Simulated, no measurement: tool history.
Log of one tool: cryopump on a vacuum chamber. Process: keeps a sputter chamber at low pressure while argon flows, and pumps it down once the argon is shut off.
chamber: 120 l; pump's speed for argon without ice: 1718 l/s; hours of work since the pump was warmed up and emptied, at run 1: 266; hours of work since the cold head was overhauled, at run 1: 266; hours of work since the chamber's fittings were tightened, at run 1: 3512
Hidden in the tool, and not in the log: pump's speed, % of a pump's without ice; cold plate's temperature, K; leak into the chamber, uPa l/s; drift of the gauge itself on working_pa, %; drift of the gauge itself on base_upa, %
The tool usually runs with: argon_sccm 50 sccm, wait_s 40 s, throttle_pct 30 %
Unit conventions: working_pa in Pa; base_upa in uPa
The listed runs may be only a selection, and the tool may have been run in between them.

| run | hour | argon_sccm | wait_s | throttle_pct | hours of work since the pump was warmed up and emptied | hours of work since the cold head was overhauled | hours of work since the chamber's fittings were tightened | working_pa | base_upa |
|---|---|---|---|---|---|---|---|---|---|
| 1 | 0 | 50 | 40 | 30 | 266 | 266 | 3512 | 0.1673 | 3.08 |
| 2 | 8.8 | 50 | 40 | 30 | 271 | 271 | 3517 | 0.1683 | 3.07 |
| 3 | 17.3 | 50 | 40 | 30 | 276 | 276 | 3522 | 0.1677 | 3.12 |
| 4 | 25.9 | 50 | 40 | 30 | 282 | 282 | 3528 | 0.1673 | 3.15 |
| 5 | 36.8 | 50 | 40 | 25 | 288 | 288 | 3534 | 0.2014 | 3.08 |
| 6 | 55.4 | 50 | 41 | 30 | 300 | 300 | 3546 | 0.1673 | 3.07 |
| 7 | 74.5 | 93 | 40 | 30 | 312 | 312 | 3558 | 0.3096 | 3.09 |
| 8 | 92.4 | 93 | 26 | 30 | 323 | 323 | 3569 | 0.3097 | 3.96 |
| 9 | 109.4 | 93 | 26 | 30 | 333 | 333 | 3579 | 0.313 | 3.94 |
| 10 | 122.2 | 93 | 26 | 30 | 341 | 341 | 3587 | 0.3115 | 3.97 |
| 11 | 134.6 | 93 | 26 | 30 | 348 | 348 | 3594 | 0.3113 | 3.95 |
| 12 | 146.3 | 93 | 26 | 30 | 356 | 356 | 3602 | 0.3108 | 3.96 |
| 13 | 164.5 | 50 | 28 | 30 | 367 | 367 | 3613 | 0.1674 | 3.9 |
| 14 | 182.9 | 50 | 28 | 30 | 378 | 378 | 3624 | 0.1681 | 3.76 |
| 15 | 191.9 | 50 | 28 | 30 | 384 | 384 | 3630 | 0.1681 | 3.65 |
| 16 | 207.4 | 50 | 28 | 30 | 393 | 393 | 3639 | 0.1672 | 3.75 |
| 17 | 222.6 | 50 | 28 | 30 | 403 | 403 | 3649 | 0.1688 | 3.73 |
| 18 | 231.7 | 45 | 36 | 38 | 408 | 408 | 3654 | 0.1208 | 3.32 |
| 19 | 240.3 | 33 | 85 | 31 | 413 | 413 | 3659 | 0.1075 | 2.33 |
| 20 | 254.9 | 33 | 85 | 31 | 422 | 422 | 3668 | 0.1074 | 2.34 |
| 21 | 266.3 | 69 | 88 | 48 | 429 | 429 | 3675 | 0.1485 | 2.4 |
| 22 | 284.1 | 45 | 153 | 37 | 440 | 440 | 3686 | 0.1249 | 2.07 |
| 23 | 294.7 | 97 | 58 | 31 | 447 | 447 | 3693 | 0.3199 | 2.7 |
| 24 | 308.3 | 97 | 58 | 31 | 455 | 455 | 3701 | 0.3171 | 2.7 |
| 25 | 321.3 | 50 | 57 | 29 | 463 | 463 | 3709 | 0.1754 | 2.72 |
| 26 | 341 | 50 | 40 | 22 | 475 | 475 | 3721 | 0.2301 | 3.24 |
| 27 | 352.4 | 40 | 40 | 30 | 482 | 482 | 3728 | 0.1352 | 3.24 |
| 28 | 362.5 | 26 | 40 | 31 | 489 | 489 | 3735 | 0.085 | 3.18 |
| 29 | 377.2 | 20 | 43 | 31 | 498 | 498 | 3744 | 0.0663 | 3.14 |
| 30 | 395.3 | 50 | 40 | 28 | 509 | 509 | 3755 | 0.1799 | 3.3 |
| 31 | 415.3 | 32 | 29 | 45 | 521 | 521 | 3767 | 0.0743 | 3.91 |
| 32 | 428.8 | 49 | 40 | 17 | 529 | 529 | 3775 | 0.2901 | 3.25 |
| 33 | 438.5 | 41 | 22 | 32 | 535 | 535 | 3781 | 0.1303 | 4.66 |
| 34 | 456.9 | 41 | 22 | 32 | 547 | 547 | 3792 | 0.1323 | 4.57 |

Hidden state or all else? Some run-to-run changes of working_pa, split into what the settings, what came in and random variation would give without the hidden state, and what is left for the hidden state (with any gauge scatter that isn't in both results):
Run 20 -> 21: argon_sccm 33 -> 69, wait_s 85 -> 88, throttle_pct 31 -> 48. working_pa +0.0411 Pa: hidden state +0.0037, all else +0.0374.
Run 22 -> 23: argon_sccm 45 -> 97, wait_s 153 -> 58, throttle_pct 37 -> 31. working_pa +0.195 Pa: hidden state +0.0054, all else +0.1896.
Run 24 -> 25: argon_sccm 97 -> 50, wait_s 58 -> 57, throttle_pct 31 -> 29. working_pa -0.1417 Pa: hidden state -0.0048, all else -0.1369.
Run 31 -> 32: argon_sccm 32 -> 49, wait_s 29 -> 40, throttle_pct 45 -> 17. working_pa +0.2158 Pa: hidden state +0.0021, all else +0.2137.
Run 32 -> 33: argon_sccm 49 -> 41, wait_s 40 -> 22, throttle_pct 17 -> 32. working_pa -0.1598 Pa: hidden state -0.0009, all else -0.1589.

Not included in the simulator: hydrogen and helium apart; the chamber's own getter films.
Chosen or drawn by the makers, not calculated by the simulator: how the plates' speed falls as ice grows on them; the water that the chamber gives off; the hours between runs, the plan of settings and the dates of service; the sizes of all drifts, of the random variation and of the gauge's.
